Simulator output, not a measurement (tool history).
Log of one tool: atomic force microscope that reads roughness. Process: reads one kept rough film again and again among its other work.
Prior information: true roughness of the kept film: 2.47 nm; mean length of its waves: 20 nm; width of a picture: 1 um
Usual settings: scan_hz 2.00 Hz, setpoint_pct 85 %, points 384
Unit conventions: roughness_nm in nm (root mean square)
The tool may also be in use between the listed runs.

{"run": 1, "day": 0.0, "scan_hz": 2.0, "setpoint_pct": 85, "points": 384, "roughness_nm": 1.356}
{"run": 2, "day": 0.546, "scan_hz": 2.0, "setpoint_pct": 85, "points": 384, "roughness_nm": 1.328}
{"run": 3, "day": 0.908, "scan_hz": 2.0, "setpoint_pct": 85, "points": 384, "roughness_nm": 1.305}
{"run": 4, "day": 1.471, "scan_hz": 2.0, "setpoint_pct": 85, "points": 384, "roughness_nm": 1.251}
{"run": 5, "day": 1.925, "scan_hz": 2.0, "setpoint_pct": 85, "points": 384, "roughness_nm": 1.233}
{"run": 6, "day": 2.317, "scan_hz": 2.0, "setpoint_pct": 85, "points": 384, "roughness_nm": 1.198}
{"run": 7, "day": 2.912, "scan_hz": 2.0, "setpoint_pct": 85, "points": 384, "roughness_nm": 1.16}
{"day": 2.983, "done": "new tip fitted"}
{"run": 8, "day": 3.429, "scan_hz": 2.0, "setpoint_pct": 85, "points": 384, "roughness_nm": 1.575}
{"run": 9, "day": 4.1, "scan_hz": 2.0, "setpoint_pct": 85, "points": 384, "roughness_nm": 1.495}
{"run": 10, "day": 4.533, "scan_hz": 2.0, "setpoint_pct": 85, "points": 384, "roughness_nm": 1.448}
{"run": 11, "day": 5.054, "scan_hz": 2.0, "setpoint_pct": 85, "points": 346, "roughness_nm": 1.414}
{"run": 12, "day": 5.554, "scan_hz": 2.0, "setpoint_pct": 89, "points": 384, "roughness_nm": 1.316}
{"run": 13, "day": 6.054, "scan_hz": 2.0, "setpoint_pct": 89, "points": 384, "roughness_nm": 1.271}
{"run": 14, "day": 6.688, "scan_hz": 2.0, "setpoint_pct": 85, "points": 384, "roughness_nm": 1.279}
{"run": 15, "day": 7.329, "scan_hz": 2.0, "setpoint_pct": 85, "points": 384, "roughness_nm": 1.232}
{"run": 16, "day": 7.929, "scan_hz": 2.0, "setpoint_pct": 85, "points": 384, "roughness_nm": 1.203}
{"run": 17, "day": 8.604, "scan_hz": 2.0, "setpoint_pct": 85, "points": 384, "roughness_nm": 1.15}
{"day": 8.738, "done": "new tip fitted"}
{"run": 18, "day": 9.183, "scan_hz": 0.91, "setpoint_pct": 82, "points": 671, "roughness_nm": 1.761}
{"run": 19, "day": 9.738, "scan_hz": 0.91, "setpoint_pct": 56, "points": 671, "roughness_nm": 1.805}
{"run": 20, "day": 10.25, "scan_hz": 2.0, "setpoint_pct": 58, "points": 384, "roughness_nm": 1.68}
{"run": 21, "day": 10.817, "scan_hz": 2.0, "setpoint_pct": 58, "points": 384, "roughness_nm": 1.624}
{"run": 22, "day": 11.25, "scan_hz": 2.0, "setpoint_pct": 58, "points": 384, "roughness_nm": 1.581}
{"run": 23, "day": 11.854, "scan_hz": 3.9, "setpoint_pct": 72, "points": 384, "roughness_nm": 1.32}
{"run": 24, "day": 12.238, "scan_hz": 3.9, "setpoint_pct": 72, "points": 384, "roughness_nm": 1.312}
{"run": 25, "day": 12.538, "scan_hz": 3.9, "setpoint_pct": 72, "points": 384, "roughness_nm": 1.282}
{"run": 26, "day": 13.138, "scan_hz": 1.24, "setpoint_pct": 71, "points": 756, "roughness_nm": 1.43}
{"run": 27, "day": 13.479, "scan_hz": 0.88, "setpoint_pct": 56, "points": 509, "roughness_nm": 1.445}
{"run": 28, "day": 13.883, "scan_hz": 0.82, "setpoint_pct": 85, "points": 384, "roughness_nm": 1.325}

Below are 5 alternative next runs, each starting from the tool's condition after run 28. Predict each:
{"run": "A", "day": 14.433, "scan_hz": 0.52, "setpoint_pct": 76, "points": 384, "roughness_nm": "?"}
{"run": "B", "day": 14.433, "scan_hz": 0.82, "setpoint_pct": 67, "points": 384, "roughness_nm": "?"}
{"run": "C", "day": 14.433, "scan_hz": 0.82, "setpoint_pct": 85, "points": 493, "roughness_nm": "?"}
{"run": "D", "day": 14.433, "scan_hz": 2.0, "setpoint_pct": 85, "points": 780, "roughness_nm": "?"}
{"run": "E", "day": 14.433, "scan_hz": 0.87, "setpoint_pct": 85, "points": 384, "roughness_nm": "?"}

run=A roughness_nm=1.355
run=B roughness_nm=1.343
run=C roughness_nm=1.301
run=D roughness_nm=1.162
run=E roughness_nm=1.282
Take away the tool's hidden state, keep each run's random variation, and the runs would have read:
run=A roughness_nm=1.903
run=B roughness_nm=1.888
run=C roughness_nm=1.827
run=D roughness_nm=1.635
run=E roughness_nm=1.799
